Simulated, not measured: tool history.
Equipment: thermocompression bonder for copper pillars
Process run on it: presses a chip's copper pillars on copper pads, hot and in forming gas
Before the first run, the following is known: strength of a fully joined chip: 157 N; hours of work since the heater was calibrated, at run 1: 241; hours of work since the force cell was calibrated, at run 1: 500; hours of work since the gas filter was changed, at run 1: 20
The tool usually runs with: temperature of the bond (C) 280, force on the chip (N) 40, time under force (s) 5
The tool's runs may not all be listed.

run	hour	temperature of the bond (C)	force on the chip (N)	time under force (s)	hours of work since the heater was calibrated	hours of work since the force cell was calibrated	hours of work since the gas filter was changed	force that shears a chip off (N)
1	0.0	280	40	5	241	500	20	76.6
2	30.9	280	40	5	261	520	39	80.3
3	102.6	280	48	5	305	564	84	86.7
4	154.5	280	40	14	338	597	116	106.0
5	194.3	280	40	3	362	621	141	65.8
# hour 210.6: forming gas filter changed
6	250.3	280	53	5	397	656	25	92.7
7	303.7	280	53	5	430	689	58	90.2
8	352.1	280	53	5	460	719	88	93.2
9	401.5	280	53	5	491	750	119	89.8
10	436.2	280	53	5	513	772	141	90.9
# hour 450.9: forming gas filter changed
11	474.6	280	53	5	536	795	15	89.7
# hour 507.4: heater calibrated with a thermocouple chip
12	543.4	280	53	5	22	837	56	90.5
13	581.5	280	53	5	46	861	80	90.3
14	615.1	280	40	5	67	881	101	79.2
15	660.8	280	53	5	96	910	129	90.6
# hour 692.6: forming gas filter changed
16	698.6	280	53	5	119	933	4	92.1
17	732.4	305	40	3	140	954	25	86.6
18	798.4	305	40	3	181	995	66	86.1
19	845.7	296	30	7	210	1025	95	93.1
20	905.1	296	30	7	247	1062	132	89.3

Each row is a separate what-if for the run after 20, all from the same tool condition, not one after another. Results?
# hour 930.9: forming gas filter changed
A	946.5	280	51	3	273	1087	10	?
# hour 930.9: forming gas filter changed
B	946.5	281	31	9	273	1087	10	?
# hour 930.9: forming gas filter changed
C	946.5	307	32	5	273	1087	10	?
# hour 930.9: forming gas filter changed
D	946.5	304	27	10	273	1087	10	?

run	force that shears a chip off (N)
A	75.5
B	85.7
C	92.6
D	103.0
What these runs would have given with no unlogged condition in the tool:
run	force that shears a chip off (N)
A	75.8
B	86.0
C	92.8
D	103.3
